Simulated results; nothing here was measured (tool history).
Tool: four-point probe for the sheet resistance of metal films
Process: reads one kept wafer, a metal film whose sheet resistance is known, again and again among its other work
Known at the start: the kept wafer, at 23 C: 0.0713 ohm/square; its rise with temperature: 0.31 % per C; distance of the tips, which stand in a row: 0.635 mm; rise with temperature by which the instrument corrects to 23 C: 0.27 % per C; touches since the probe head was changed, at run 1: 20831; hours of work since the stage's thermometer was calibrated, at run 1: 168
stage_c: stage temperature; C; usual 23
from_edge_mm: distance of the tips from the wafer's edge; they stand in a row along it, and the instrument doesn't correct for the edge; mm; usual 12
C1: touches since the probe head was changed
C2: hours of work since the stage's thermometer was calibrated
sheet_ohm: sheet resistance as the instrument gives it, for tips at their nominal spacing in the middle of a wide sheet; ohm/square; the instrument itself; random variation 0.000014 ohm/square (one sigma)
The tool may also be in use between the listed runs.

run 1 day=0 | stage_c=23 from_edge_mm=12 | C1=20831 C2=168 | sheet_ohm=0.071513
run 2 day=0.792 | stage_c=23 from_edge_mm=12 | C1=21603 C2=179 | sheet_ohm=0.071527
run 3 day=1.662 | stage_c=23 from_edge_mm=12 | C1=22453 C2=190 | sheet_ohm=0.071554
run 4 day=2.15 | stage_c=23 from_edge_mm=50 | C1=22931 C2=197 | sheet_ohm=0.071458
run 5 day=2.762 | stage_c=27 from_edge_mm=12 | C1=23528 C2=205 | sheet_ohm=0.071645
run 6 day=3.458 | stage_c=23 from_edge_mm=6 | C1=24209 C2=214 | sheet_ohm=0.071842
run 7 day=3.912 | stage_c=23 from_edge_mm=5 | C1=24650 C2=220 | sheet_ohm=0.072084
run 8 day=4.608 | stage_c=23 from_edge_mm=5 | C1=25330 C2=229 | sheet_ohm=0.07207
run 9 day=5.371 | stage_c=23 from_edge_mm=5 | C1=26075 C2=239 | sheet_ohm=0.072072
run 10 day=6.071 | stage_c=23 from_edge_mm=12 | C1=26759 C2=249 | sheet_ohm=0.071528
run 11 day=6.479 | stage_c=23 from_edge_mm=12 | C1=27158 C2=254 | sheet_ohm=0.071584
run 12 day=7.308 | stage_c=23 from_edge_mm=12 | C1=27968 C2=265 | sheet_ohm=0.071566
run 13 day=8.142 | stage_c=23 from_edge_mm=12 | C1=28784 C2=276 | sheet_ohm=0.071575
run 14 day=8.679 | stage_c=23 from_edge_mm=12 | C1=29306 C2=283 | sheet_ohm=0.07157
-- day=8.742 stage's thermometer calibrated
run 15 day=9.079 | stage_c=23 from_edge_mm=12 | C1=29676 C2=4 | sheet_ohm=0.071568
run 16 day=9.454 | stage_c=23 from_edge_mm=12 | C1=30046 C2=9 | sheet_ohm=0.071558
run 17 day=10.271 | stage_c=28 from_edge_mm=12 | C1=30844 C2=20 | sheet_ohm=0.071704
-- day=11.096 stage's thermometer calibrated, once more
run 18 day=11.171 | stage_c=23 from_edge_mm=12 | C1=31700 C2=1 | sheet_ohm=0.071585
run 19 day=11.588 | stage_c=23 from_edge_mm=12 | C1=32108 C2=6 | sheet_ohm=0.0716
run 20 day=11.967 | stage_c=23 from_edge_mm=12 | C1=32480 C2=12 | sheet_ohm=0.071612
run 21 day=12.329 | stage_c=23 from_edge_mm=12 | C1=32832 C2=16 | sheet_ohm=0.071628
run 22 day=12.971 | stage_c=23 from_edge_mm=12 | C1=33457 C2=25 | sheet_ohm=0.07161
run 23 day=13.421 | stage_c=23 from_edge_mm=12 | C1=33897 C2=31 | sheet_ohm=0.071605
run 24 day=14.296 | stage_c=23 from_edge_mm=19 | C1=34751 C2=42 | sheet_ohm=0.071565
run 25 day=15.083 | stage_c=18 from_edge_mm=7 | C1=35522 C2=53 | sheet_ohm=0.071707
run 26 day=15.692 | stage_c=24 from_edge_mm=5 | C1=36117 C2=61 | sheet_ohm=0.072141
run 27 day=16.262 | stage_c=21 from_edge_mm=48 | C1=36673 C2=68 | sheet_ohm=0.071478
run 28 day=16.721 | stage_c=23 from_edge_mm=5 | C1=37121 C2=74 | sheet_ohm=0.072141
run 29 day=17.488 | stage_c=20 from_edge_mm=10 | C1=37869 C2=84 | sheet_ohm=0.07163
run 30 day=18.325 | stage_c=29 from_edge_mm=33 | C1=38686 C2=95 | sheet_ohm=0.071698
run 31 day=19.033 | stage_c=29 from_edge_mm=33 | C1=39381 C2=105 | sheet_ohm=0.071688
run 32 day=19.671 | stage_c=19 from_edge_mm=5 | C1=40001 C2=113 | sheet_ohm=0.072031
run 33 day=20.062 | stage_c=24 from_edge_mm=24 | C1=40385 C2=118 | sheet_ohm=0.071606
run 34 day=20.854 | stage_c=24 from_edge_mm=25 | C1=41159 C2=129 | sheet_ohm=0.071613
run 35 day=21.317 | stage_c=21 from_edge_mm=21 | C1=41609 C2=135 | sheet_ohm=0.071528
run 36 day=21.892 | stage_c=28 from_edge_mm=14 | C1=42172 C2=143 | sheet_ohm=0.071773
run 37 day=22.346 | stage_c=18 from_edge_mm=4 | C1=42616 C2=149 | sheet_ohm=0.072383
run 38 day=22.783 | stage_c=24 from_edge_mm=23 | C1=43043 C2=154 | sheet_ohm=0.071602
run 39 day=23.408 | stage_c=22 from_edge_mm=23 | C1=43653 C2=163 | sheet_ohm=0.071554
run 40 day=24.142 | stage_c=18 from_edge_mm=22 | C1=44370 C2=172 | sheet_ohm=0.071489
run 41 day=24.854 | stage_c=26 from_edge_mm=4 | C1=45063 C2=182 | sheet_ohm=0.072605
run 42 day=25.35 | stage_c=26 from_edge_mm=4 | C1=45548 C2=188 | sheet_ohm=0.072583
run 43 day=26.133 | stage_c=28 from_edge_mm=5 | C1=46315 C2=199 | sheet_ohm=0.072306
run 44 day=26.95 | stage_c=28 from_edge_mm=5 | C1=47112 C2=209 | sheet_ohm=0.072349
run 45 day=27.688 | stage_c=23 from_edge_mm=12 | C1=47831 C2=219 | sheet_ohm=0.071684

Hidden state or all else? Some run-to-run changes of sheet_ohm, split into what the settings, what came in and random variation would give without the hidden state, and what is left for the hidden state (with any gauge scatter that isn't in both results):
The hidden state here: inner tips' distance over the nominal, %; tips' flats over new ones', %; wafer's true temperature over the reading, C; drift of the gauge itself on sheet_ohm, %.
Run 8 -> 9: no setting changed, nothing entered. sheet_ohm +0.000002 ohm/square: hidden state +0.000005, all else -0.000003.
Run 17 -> 18: stage_c 28 -> 23, stage's thermometer calibrated, once more. sheet_ohm -0.000119 ohm/square: hidden state +0.000023, all else -0.000142.
Run 37 -> 38: stage_c 18 -> 24, from_edge_mm 4 -> 23. sheet_ohm -0.000781 ohm/square: hidden state +0.000001, all else -0.000782.
Run 40 -> 41: stage_c 18 -> 26, from_edge_mm 22 -> 4. sheet_ohm +0.001116 ohm/square: hidden state +0.000007, all else +0.001109.
Run 44 -> 45: stage_c 28 -> 23, from_edge_mm 5 -> 12. sheet_ohm -0.000665 ohm/square: hidden state +0.000001, all else -0.000666.

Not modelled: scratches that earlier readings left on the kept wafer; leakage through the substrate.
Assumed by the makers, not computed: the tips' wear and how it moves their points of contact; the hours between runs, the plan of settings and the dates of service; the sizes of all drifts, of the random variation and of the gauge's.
